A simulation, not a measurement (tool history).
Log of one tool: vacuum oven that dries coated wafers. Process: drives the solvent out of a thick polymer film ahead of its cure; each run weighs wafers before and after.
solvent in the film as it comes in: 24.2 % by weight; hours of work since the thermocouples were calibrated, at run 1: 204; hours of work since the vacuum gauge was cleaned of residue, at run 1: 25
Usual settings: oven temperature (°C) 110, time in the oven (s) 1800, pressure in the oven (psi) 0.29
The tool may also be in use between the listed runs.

| run | hour | oven temperature (°C) | time in the oven (s) | pressure in the oven (psi) | hours of work since the thermocouples were calibrated | hours of work since the vacuum gauge was cleaned of residue | solvent left in the film (%) |
|---|---|---|---|---|---|---|---|
| 1 | 0 | 110 | 1800 | 0.29 | 204 | 25 | 4.78 |
| 2 | 12 | 110 | 1800 | 0.29 | 210 | 31 | 4.76 |
| 3 | 23.8 | 110 | 1800 | 0.29 | 216 | 36 | 4.63 |
| 4 | 30.8 | 110 | 1800 | 0.29 | 219 | 40 | 4.68 |
| 5 | 42.7 | 110 | 1800 | 0.29 | 225 | 46 | 4.7 |
| 6 | 49.8 | 110 | 1800 | 0.29 | 228 | 49 | 4.78 |
| 7 | 61.7 | 110 | 1800 | 0.29 | 234 | 55 | 4.7 |
| 8 | 77.2 | 110 | 1800 | 0.29 | 241 | 62 | 4.73 |
| 9 | 84 | 110 | 1800 | 0.492 | 245 | 65 | 5.6 |
| 10 | 96.2 | 110 | 1800 | 0.29 | 251 | 71 | 4.75 |
| 11 | 103.1 | 110 | 1800 | 0.29 | 254 | 75 | 4.69 |
| 12 | 115.7 | 110 | 1800 | 0.29 | 260 | 81 | 4.73 |
| 13 | 122.8 | 117 | 3060 | 0.85 | 263 | 84 | 3.67 |
| 14 | 135.1 | 117 | 2580 | 0.29 | 269 | 90 | 1.77 |
|  | 138.4 | oven's thermocouples calibrated |
| 15 | 149.7 | 104 | 1920 | 0.363 | 5 | 96 | 6.73 |
| 16 | 164.7 | 98 | 1200 | 0.967 | 13 | 103 | 14.69 |
| 17 | 172.7 | 98 | 1200 | 0.685 | 16 | 107 | 13.27 |
|  | 180.2 | oven's thermocouples calibrated, once more |
| 18 | 181.4 | 96 | 1260 | 0.453 | 1 | 110 | 12.31 |
| 19 | 194.7 | 96 | 1260 | 0.453 | 7 | 117 | 12.4 |
| 20 | 208.9 | 96 | 1260 | 0.453 | 14 | 124 | 12.41 |
| 21 | 216.7 | 96 | 1260 | 0.453 | 18 | 127 | 12.35 |
| 22 | 228.8 | 96 | 1260 | 0.453 | 23 | 133 | 12.44 |

5 ways to go on from here, each from the tool as it stands after run 22. What would each give?
| A | 244.3 | 115 | 1380 | 0.487 | 31 | 141 | ? |
| B | 244.3 | 98 | 1800 | 0.29 | 31 | 141 | ? |
| C | 244.3 | 110 | 1440 | 0.29 | 31 | 141 | ? |
| D | 244.3 | 110 | 1380 | 0.29 | 31 | 141 | ? |
| E | 244.3 | 108 | 1260 | 0.181 | 31 | 141 | ? |

| run | solvent left in the film (%) |
|---|---|
| A | 5.31 |
| B | 8.68 |
| C | 5.79 |
| D | 6.13 |
| E | 6.98 |
Without the tool's hidden state the same runs would have given:
| run | solvent left in the film (%) |
|---|---|
| A | 5.38 |
| B | 8.76 |
| C | 5.87 |
| D | 6.21 |
| E | 7.06 |
